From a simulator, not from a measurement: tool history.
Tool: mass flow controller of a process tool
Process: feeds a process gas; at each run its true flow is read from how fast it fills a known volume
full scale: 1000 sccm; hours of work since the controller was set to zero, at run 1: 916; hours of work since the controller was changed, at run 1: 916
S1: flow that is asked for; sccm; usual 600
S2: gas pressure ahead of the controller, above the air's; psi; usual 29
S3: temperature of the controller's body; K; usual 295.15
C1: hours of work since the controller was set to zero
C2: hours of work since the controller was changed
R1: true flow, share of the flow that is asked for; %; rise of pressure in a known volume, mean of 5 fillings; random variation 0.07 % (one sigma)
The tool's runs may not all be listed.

| run | hour | S1 | S2 | S3 | C1 | C2 | R1 |
|---|---|---|---|---|---|---|---|
| 1 | 0 | 600 | 29 | 295.15 | 916 | 916 | 97.67 |
| 2 | 86.6 | 600 | 28.7 | 295.15 | 948 | 948 | 97.77 |
| 3 | 197.1 | 600 | 29 | 307.15 | 989 | 989 | 98.47 |
| 4 | 284.2 | 600 | 29 | 295.15 | 1021 | 1021 | 97.78 |
| 5 | 375.7 | 600 | 38.3 | 295.15 | 1054 | 1054 | 97.28 |
| 6 | 455.4 | 600 | 38.3 | 295.15 | 1084 | 1084 | 97.24 |
| 7 | 572.5 | 600 | 38.3 | 295.15 | 1127 | 1127 | 97.24 |
| 8 | 634.5 | 380 | 29 | 295.15 | 1149 | 1149 | 96.72 |
| 9 | 721.4 | 600 | 29 | 295.15 | 1181 | 1181 | 97.54 |
| 10 | 781.2 | 600 | 29 | 295.15 | 1203 | 1203 | 97.6 |
| 11 | 838.2 | 600 | 29 | 295.15 | 1224 | 1224 | 97.69 |
| 12 | 904 | 600 | 38.4 | 299.15 | 1248 | 1248 | 97.57 |
| 13 | 1019.8 | 122 | 23.5 | 303.15 | 1291 | 1291 | 95.27 |
| 14 | 1107.4 | 140 | 37.9 | 295.15 | 1323 | 1323 | 94.36 |
| 15 | 1213.2 | 140 | 37.9 | 295.15 | 1362 | 1362 | 94.24 |
| 16 | 1304.5 | 140 | 37.9 | 295.15 | 1396 | 1396 | 94.27 |
| 17 | 1354.6 | 154 | 37.9 | 306.15 | 1414 | 1414 | 95.1 |
| 18 | 1424.6 | 655 | 27.6 | 295.15 | 1440 | 1440 | 97.77 |
| 19 | 1523.6 | 600 | 37.9 | 307.15 | 1476 | 1476 | 98.01 |
| 20 | 1609.8 | 600 | 37.9 | 307.15 | 1508 | 1508 | 97.96 |
| 21 | 1699.6 | 600 | 23.9 | 297.15 | 1541 | 1541 | 97.68 |
| 22 | 1759.4 | 600 | 23.9 | 297.15 | 1563 | 1563 | 97.77 |

Forecast each of these 4 alternatives for the next run:
| A | 1876.3 | 167 | 20.7 | 308.15 | 1606 | 1606 | ? |
| B | 1876.3 | 600 | 29 | 309.15 | 1606 | 1606 | ? |
| C | 1876.3 | 600 | 26.3 | 295.15 | 1606 | 1606 | ? |
| D | 1876.3 | 909 | 23.9 | 297.15 | 1606 | 1606 | ? |

| run | R1 |
|---|---|
| A | 95.77 |
| B | 98.43 |
| C | 97.52 |
| D | 98.74 |
Without the tool's hidden state the same runs would have given:
| run | R1 |
|---|---|
| A | 98.36 |
| B | 99.62 |
| C | 98.71 |
| D | 99.74 |
